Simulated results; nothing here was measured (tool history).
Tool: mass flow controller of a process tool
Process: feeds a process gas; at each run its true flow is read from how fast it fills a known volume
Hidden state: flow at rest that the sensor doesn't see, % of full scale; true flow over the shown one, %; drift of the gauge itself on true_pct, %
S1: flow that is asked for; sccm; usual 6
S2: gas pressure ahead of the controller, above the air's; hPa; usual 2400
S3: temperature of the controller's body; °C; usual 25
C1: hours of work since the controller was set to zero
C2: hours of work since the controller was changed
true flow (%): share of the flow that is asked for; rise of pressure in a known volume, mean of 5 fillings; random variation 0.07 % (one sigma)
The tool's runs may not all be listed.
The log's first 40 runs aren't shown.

run 41 day=150.946 | S1=7 S2=1700 S3=26 | C1=4195 C2=4195 | true_flow_(%)=101.68
run 42 day=153.329 | S1=5 S2=2430 S3=26 | C1=4224 C2=4224 | true_flow_(%)=102.69
run 43 day=156.154 | S1=13 S2=2400 S3=28 | C1=4259 C2=4259 | true_flow_(%)=101.17
run 44 day=159.854 | S1=13 S2=2400 S3=28 | C1=4304 C2=4304 | true_flow_(%)=101.20
run 45 day=164.533 | S1=13 S2=2400 S3=33 | C1=4362 C2=4362 | true_flow_(%)=101.17
run 46 day=167.521 | S1=13 S2=2400 S3=33 | C1=4398 C2=4398 | true_flow_(%)=101.01
run 47 day=171.754 | S1=16 S2=2550 S3=25 | C1=4450 C2=4450 | true_flow_(%)=101.28
run 48 day=176.229 | S1=17 S2=2400 S3=22 | C1=4505 C2=4505 | true_flow_(%)=101.62
run 49 day=180.458 | S1=3 S2=2640 S3=21 | C1=4557 C2=4557 | true_flow_(%)=105.94

Forecast each of these 4 alternatives for the next run:
run A day=185.762 | S1=8 S2=1510 S3=31 | C1=4622 C2=4622 | true_flow_(%)=?
run B day=185.762 | S1=6 S2=2130 S3=32 | C1=4622 C2=4622 | true_flow_(%)=?
run C day=185.762 | S1=10 S2=2400 S3=25 | C1=4622 C2=4622 | true_flow_(%)=?
run D day=185.762 | S1=17 S2=1980 S3=25 | C1=4622 C2=4622 | true_flow_(%)=?

run=A true_flow_(%)=101.87
run=B true_flow_(%)=102.37
run=C true_flow_(%)=101.48
run=D true_flow_(%)=101.74
Without the tool's hidden state the same runs would have given:
run=A true_flow_(%)=98.09
run=B true_flow_(%)=97.60
run=C true_flow_(%)=98.30
run=D true_flow_(%)=99.54
